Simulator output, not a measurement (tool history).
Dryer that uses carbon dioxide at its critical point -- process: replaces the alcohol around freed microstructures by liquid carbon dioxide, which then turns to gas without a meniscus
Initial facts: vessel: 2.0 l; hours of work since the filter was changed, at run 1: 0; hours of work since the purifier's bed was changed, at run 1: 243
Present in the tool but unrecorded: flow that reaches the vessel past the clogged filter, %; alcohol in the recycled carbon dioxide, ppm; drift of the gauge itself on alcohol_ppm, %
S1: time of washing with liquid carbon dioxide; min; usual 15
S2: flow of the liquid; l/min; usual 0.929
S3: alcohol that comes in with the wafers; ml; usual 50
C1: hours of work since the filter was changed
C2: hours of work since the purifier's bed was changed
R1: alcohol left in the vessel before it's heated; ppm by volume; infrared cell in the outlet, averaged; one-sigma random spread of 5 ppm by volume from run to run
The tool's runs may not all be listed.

| run | hour | S1 | S2 | S3 | C1 | C2 | R1 |
|---|---|---|---|---|---|---|---|
| 1 | 0.0 | 15 | 0.929 | 50 | 0 | 243 | 70 |
| 2 | 12.6 | 15 | 0.929 | 50 | 8 | 251 | 69 |
| 3 | 31.4 | 15 | 0.929 | 50 | 21 | 264 | 74 |
| 4 | 53.4 | 15 | 0.929 | 50 | 36 | 278 | 74 |
| 5 | 65.3 | 15 | 0.929 | 38 | 44 | 286 | 69 |
| 6 | 79.3 | 15 | 1.309 | 38 | 53 | 296 | 33 |
| 7 | 93.6 | 15 | 1.309 | 38 | 63 | 306 | 33 |
| 8 | 106.8 | 15 | 0.929 | 50 | 72 | 314 | 87 |
| 9 | 132.5 | 15 | 0.929 | 50 | 89 | 332 | 78 |
| 10 | 157.3 | 15 | 0.929 | 27 | 106 | 348 | 58 |
| 11 | 175.7 | 11 | 0.929 | 50 | 118 | 361 | 312 |
| 12 | 193.2 | 11 | 0.929 | 50 | 130 | 372 | 323 |
| 13 | 217.2 | 11 | 0.929 | 50 | 146 | 389 | 320 |
| 14 | 230.2 | 11 | 0.929 | 50 | 155 | 397 | 303 |
| 15 | 257.4 | 11 | 0.929 | 50 | 173 | 416 | 340 |
| 16 | 285.9 | 11 | 0.929 | 50 | 192 | 435 | 347 |
| 17 | 304.3 | 11 | 0.929 | 50 | 205 | 447 | 360 |
| 18 | 317.3 | 11 | 0.929 | 50 | 213 | 456 | 355 |
| 19 | 330.2 | 11 | 0.929 | 111 | 222 | 465 | 763 |
| 20 | 343.5 | 11 | 0.929 | 111 | 231 | 474 | 760 |
| 21 | 370.6 | 15 | 0.929 | 50 | 249 | 492 | 120 |
| 22 | 382.5 | 15 | 0.929 | 50 | 257 | 500 | 120 |
| 23 | 405.8 | 13 | 1.464 | 31 | 273 | 516 | 61 |
| 24 | 419.1 | 11 | 0.814 | 109 | 282 | 525 | 1347 |
|  | 422.3 | inlet filter changed |
| 25 | 437.5 | 11 | 0.814 | 109 | 10 | 536 | 893 |
| 26 | 449.0 | 16 | 1.104 | 24 | 18 | 544 | 61 |
| 27 | 474.9 | 16 | 1.104 | 24 | 35 | 561 | 55 |
| 28 | 493.7 | 13 | 0.646 | 75 | 48 | 574 | 838 |
| 29 | 508.2 | 13 | 0.646 | 75 | 58 | 584 | 832 |
| 30 | 527.1 | 12 | 0.929 | 50 | 71 | 597 | 221 |
| 31 | 554.2 | 12 | 0.929 | 50 | 89 | 615 | 221 |
| 32 | 576.6 | 14 | 1.332 | 50 | 104 | 630 | 71 |
| 33 | 592.3 | 9 | 0.587 | 41 | 114 | 640 | 1963 |
| 34 | 611.4 | 9 | 0.587 | 41 | 127 | 653 | 1961 |
| 35 | 638.2 | 10 | 0.635 | 41 | 145 | 671 | 1250 |
| 36 | 661.9 | 10 | 0.635 | 41 | 161 | 687 | 1316 |
| 37 | 678.2 | 10 | 0.635 | 41 | 172 | 698 | 1307 |
| 38 | 694.3 | 10 | 0.635 | 41 | 183 | 709 | 1336 |
| 39 | 719.4 | 20 | 0.949 | 23 | 200 | 726 | 72 |
| 40 | 737.9 | 19 | 0.886 | 34 | 212 | 738 | 78 |
| 41 | 757.3 | 19 | 0.886 | 48 | 225 | 751 | 89 |
| 42 | 773.4 | 21 | 0.780 | 39 | 236 | 762 | 88 |

Predict the results of run 43:
| 43 | 800.9 | 21 | 0.780 | 39 | 255 | 781 | ? |

{"run 43": {"R1": 104}}
Had the tool carried no hidden state, the very same run would have given R1 22 ppm by volume.

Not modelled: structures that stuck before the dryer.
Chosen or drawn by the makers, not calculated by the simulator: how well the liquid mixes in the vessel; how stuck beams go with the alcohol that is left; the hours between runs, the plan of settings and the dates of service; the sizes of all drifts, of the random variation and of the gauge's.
